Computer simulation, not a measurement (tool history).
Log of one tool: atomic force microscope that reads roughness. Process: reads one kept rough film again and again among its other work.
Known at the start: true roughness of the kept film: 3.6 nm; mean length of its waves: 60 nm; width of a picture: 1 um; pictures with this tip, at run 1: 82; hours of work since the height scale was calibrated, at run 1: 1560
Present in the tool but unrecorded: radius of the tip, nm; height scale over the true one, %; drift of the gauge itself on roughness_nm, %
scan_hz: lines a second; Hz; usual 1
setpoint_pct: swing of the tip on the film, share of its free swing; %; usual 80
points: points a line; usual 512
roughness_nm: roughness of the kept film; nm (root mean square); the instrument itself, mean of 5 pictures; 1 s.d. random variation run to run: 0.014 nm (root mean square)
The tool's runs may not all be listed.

| run | hour | scan_hz | setpoint_pct | points | pictures with this tip | hours of work since the height scale was calibrated | roughness_nm |
|---|---|---|---|---|---|---|---|
| 1 | 0 | 1 | 80 | 512 | 82 | 1560 | 3.207 |
|  | 11.4 | new tip fitted |
| 2 | 46.7 | 1 | 80 | 512 | 68 | 1591 | 3.173 |
|  | 68.3 | new tip fitted |
| 3 | 109.3 | 1 | 80 | 512 | 79 | 1633 | 3.176 |
|  | 121.9 | new tip fitted |
| 4 | 146.8 | 1 | 80 | 776 | 47 | 1657 | 3.197 |
|  | 177 | new tip fitted |
| 5 | 199.1 | 1 | 80 | 512 | 43 | 1692 | 3.227 |
|  | 233.9 | new tip fitted |
| 6 | 270.5 | 1 | 80 | 512 | 70 | 1740 | 3.181 |
|  | 289 | new tip fitted |
| 7 | 305.6 | 1 | 80 | 512 | 31 | 1763 | 3.259 |
|  | 346.8 | new tip fitted |
| 8 | 371.2 | 3.58 | 70 | 512 | 47 | 1807 | 3.023 |
|  | 401.9 | new tip fitted |
| 9 | 404.3 | 3.58 | 70 | 512 | 5 | 1829 | 3.114 |
| 10 | 444 | 3.58 | 70 | 512 | 81 | 1856 | 2.985 |
|  | 460 | new tip fitted |
| 11 | 479.5 | 1.43 | 70 | 547 | 38 | 1879 | 3.254 |
|  | 513.4 | new tip fitted |
| 12 | 547 | 2.01 | 80 | 302 | 65 | 1924 | 3.018 |
|  | 569.9 | new tip fitted |
| 13 | 579.7 | 2.01 | 80 | 343 | 19 | 1946 | 3.089 |

Branching from run 13: 4 alternative next runs. What would each branch give?
|  | 627 | new tip fitted |
| A | 628.8 | 2.01 | 69 | 521 | 4 | 1979 | ? |
|  | 627 | new tip fitted |
| B | 628.8 | 1 | 75 | 512 | 4 | 1979 | ? |
|  | 627 | new tip fitted |
| C | 628.8 | 0.88 | 67 | 463 | 4 | 1979 | ? |
|  | 627 | new tip fitted |
| D | 628.8 | 0.75 | 80 | 512 | 4 | 1979 | ? |

| run | roughness_nm |
|---|---|
| A | 3.25 |
| B | 3.309 |
| C | 3.385 |
| D | 3.312 |
Without the tool's hidden state the same runs would have given:
| run | roughness_nm |
|---|---|
| A | 3.311 |
| B | 3.372 |
| C | 3.45 |
| D | 3.375 |

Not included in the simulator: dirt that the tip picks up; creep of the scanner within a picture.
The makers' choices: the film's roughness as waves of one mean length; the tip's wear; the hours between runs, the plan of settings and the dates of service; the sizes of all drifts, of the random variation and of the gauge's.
